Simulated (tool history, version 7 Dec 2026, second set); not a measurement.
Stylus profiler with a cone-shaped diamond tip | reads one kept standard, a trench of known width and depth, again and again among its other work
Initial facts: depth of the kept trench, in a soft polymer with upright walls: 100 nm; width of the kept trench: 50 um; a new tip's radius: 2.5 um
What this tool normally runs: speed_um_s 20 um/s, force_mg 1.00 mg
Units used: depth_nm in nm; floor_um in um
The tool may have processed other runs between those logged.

| run | hour | speed_um_s | force_mg | depth_nm | floor_um |
|---|---|---|---|---|---|
| 1 | 0.0 | 20 | 1.00 | 100.26 | 48.26 |
| 2 | 39.6 | 20 | 1.00 | 100.30 | 48.17 |
| 3 | 101.1 | 5 | 1.00 | 100.28 | 48.37 |
| 4 | 153.0 | 5 | 1.00 | 100.28 | 48.28 |
| 5 | 205.7 | 20 | 2.11 | 100.58 | 48.29 |
|  | 209.1 | height scale calibrated on a step standard |
| 6 | 260.1 | 20 | 1.00 | 100.22 | 48.18 |
| 7 | 318.0 | 20 | 1.00 | 100.19 | 48.23 |
|  | 362.7 | height scale calibrated on a step standard, once more |
| 8 | 372.2 | 20 | 1.00 | 100.52 | 48.18 |
| 9 | 410.0 | 49 | 2.30 | 100.90 | 48.05 |
| 10 | 473.1 | 50 | 2.46 | 100.94 | 48.03 |
| 11 | 529.7 | 39 | 0.37 | 100.27 | 47.67 |
| 12 | 564.2 | 56 | 1.36 | 100.66 | 47.86 |
| 13 | 602.3 | 9 | 0.34 | 100.25 | 48.15 |
| 14 | 659.3 | 9 | 0.34 | 100.21 | 48.22 |
| 15 | 706.1 | 9 | 0.34 | 100.24 | 48.16 |
| 16 | 733.9 | 9 | 0.34 | 100.24 | 48.21 |

Forecast each of these 3 alternatives for the next run:
| A | 784.7 | 25 | 1.18 | ? | ? |
| B | 784.7 | 5 | 0.50 | ? | ? |
| C | 784.7 | 9 | 1.16 | ? | ? |

| run | depth_nm | floor_um |
|---|---|---|
| A | 100.54 | 48.11 |
| B | 100.26 | 48.25 |
| C | 100.53 | 48.25 |
Without the tool's unlogged condition, the same runs would have read:
| run | depth_nm | floor_um |
|---|---|---|
| A | 100.59 | 48.36 |
| B | 100.31 | 48.50 |
| C | 100.58 | 48.50 |
